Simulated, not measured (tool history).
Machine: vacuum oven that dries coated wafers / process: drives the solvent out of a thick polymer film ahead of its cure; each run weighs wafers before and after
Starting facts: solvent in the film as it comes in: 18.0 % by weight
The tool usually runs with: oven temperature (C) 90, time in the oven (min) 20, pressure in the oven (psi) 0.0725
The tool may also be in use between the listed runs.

run 1 day=0 | oven_temperature_(C)=90 time_in_the_oven_(min)=20 pressure_in_the_oven_(psi)=0.0725 | solvent_left_in_the_film_(%)=0.82
run 2 day=1.225 | oven_temperature_(C)=90 time_in_the_oven_(min)=20 pressure_in_the_oven_(psi)=0.0725 | solvent_left_in_the_film_(%)=0.79
run 3 day=2.096 | oven_temperature_(C)=90 time_in_the_oven_(min)=20 pressure_in_the_oven_(psi)=0.0725 | solvent_left_in_the_film_(%)=0.84
run 4 day=3.962 | oven_temperature_(C)=90 time_in_the_oven_(min)=20 pressure_in_the_oven_(psi)=0.0725 | solvent_left_in_the_film_(%)=0.84
run 5 day=5.621 | oven_temperature_(C)=90 time_in_the_oven_(min)=20 pressure_in_the_oven_(psi)=0.0725 | solvent_left_in_the_film_(%)=0.83
run 6 day=6.746 | oven_temperature_(C)=90 time_in_the_oven_(min)=20 pressure_in_the_oven_(psi)=0.0725 | solvent_left_in_the_film_(%)=0.79
run 7 day=7.7 | oven_temperature_(C)=90 time_in_the_oven_(min)=20 pressure_in_the_oven_(psi)=0.0725 | solvent_left_in_the_film_(%)=0.83
run 8 day=9.496 | oven_temperature_(C)=90 time_in_the_oven_(min)=20 pressure_in_the_oven_(psi)=0.0725 | solvent_left_in_the_film_(%)=0.87
run 9 day=11.171 | oven_temperature_(C)=90 time_in_the_oven_(min)=20 pressure_in_the_oven_(psi)=0.0725 | solvent_left_in_the_film_(%)=0.87
run 10 day=13.079 | oven_temperature_(C)=90 time_in_the_oven_(min)=20 pressure_in_the_oven_(psi)=0.0812 | solvent_left_in_the_film_(%)=0.86
run 11 day=14.604 | oven_temperature_(C)=90 time_in_the_oven_(min)=13 pressure_in_the_oven_(psi)=0.0812 | solvent_left_in_the_film_(%)=2.03
run 12 day=15.454 | oven_temperature_(C)=90 time_in_the_oven_(min)=13 pressure_in_the_oven_(psi)=0.0812 | solvent_left_in_the_film_(%)=2.05
run 13 day=16.85 | oven_temperature_(C)=90 time_in_the_oven_(min)=13 pressure_in_the_oven_(psi)=0.0812 | solvent_left_in_the_film_(%)=2.08
run 14 day=18.321 | oven_temperature_(C)=90 time_in_the_oven_(min)=10 pressure_in_the_oven_(psi)=0.0725 | solvent_left_in_the_film_(%)=3.14
run 15 day=20.258 | oven_temperature_(C)=90 time_in_the_oven_(min)=10 pressure_in_the_oven_(psi)=0.0725 | solvent_left_in_the_film_(%)=3.12
run 16 day=21.088 | oven_temperature_(C)=97 time_in_the_oven_(min)=11 pressure_in_the_oven_(psi)=0.096 | solvent_left_in_the_film_(%)=1.66
run 17 day=21.958 | oven_temperature_(C)=97 time_in_the_oven_(min)=11 pressure_in_the_oven_(psi)=0.096 | solvent_left_in_the_film_(%)=1.63
run 18 day=23.754 | oven_temperature_(C)=90 time_in_the_oven_(min)=11 pressure_in_the_oven_(psi)=0.0622 | solvent_left_in_the_film_(%)=2.7
run 19 day=24.558 | oven_temperature_(C)=93 time_in_the_oven_(min)=24 pressure_in_the_oven_(psi)=0.0542 | solvent_left_in_the_film_(%)=0.32
run 20 day=25.462 | oven_temperature_(C)=81 time_in_the_oven_(min)=25 pressure_in_the_oven_(psi)=0.0542 | solvent_left_in_the_film_(%)=1.21
run 21 day=26.342 | oven_temperature_(C)=90 time_in_the_oven_(min)=32 pressure_in_the_oven_(psi)=0.1255 | solvent_left_in_the_film_(%)=0.52
run 22 day=27.408 | oven_temperature_(C)=90 time_in_the_oven_(min)=32 pressure_in_the_oven_(psi)=0.1255 | solvent_left_in_the_film_(%)=0.5
run 23 day=29.021 | oven_temperature_(C)=89 time_in_the_oven_(min)=32 pressure_in_the_oven_(psi)=0.2669 | solvent_left_in_the_film_(%)=1.05
run 24 day=30.233 | oven_temperature_(C)=101 time_in_the_oven_(min)=20 pressure_in_the_oven_(psi)=0.0725 | solvent_left_in_the_film_(%)=0.27
run 25 day=31.083 | oven_temperature_(C)=90 time_in_the_oven_(min)=18 pressure_in_the_oven_(psi)=0.1175 | solvent_left_in_the_film_(%)=1.18
run 26 day=32.571 | oven_temperature_(C)=85 time_in_the_oven_(min)=15 pressure_in_the_oven_(psi)=0.1694 | solvent_left_in_the_film_(%)=2.7
run 27 day=34.521 | oven_temperature_(C)=80 time_in_the_oven_(min)=20 pressure_in_the_oven_(psi)=0.066 | solvent_left_in_the_film_(%)=2.14
run 28 day=36.125 | oven_temperature_(C)=80 time_in_the_oven_(min)=10 pressure_in_the_oven_(psi)=0.2241 | solvent_left_in_the_film_(%)=5.95
run 29 day=37.879 | oven_temperature_(C)=95 time_in_the_oven_(min)=10 pressure_in_the_oven_(psi)=0.067 | solvent_left_in_the_film_(%)=2.22
run 30 day=39.35 | oven_temperature_(C)=95 time_in_the_oven_(min)=10 pressure_in_the_oven_(psi)=0.067 | solvent_left_in_the_film_(%)=2.21

Taken out of this log: 1 entry between the listed runs. Where each belongs, and how the hidden state differs across it:
Runs 17 to 18: oven's thermocouples calibrated (day 22.167)
  true wafer temperature over the reading, C: 0.05 -> 0.01; true pressure over the reading, kPa: 0.012 -> 0.013

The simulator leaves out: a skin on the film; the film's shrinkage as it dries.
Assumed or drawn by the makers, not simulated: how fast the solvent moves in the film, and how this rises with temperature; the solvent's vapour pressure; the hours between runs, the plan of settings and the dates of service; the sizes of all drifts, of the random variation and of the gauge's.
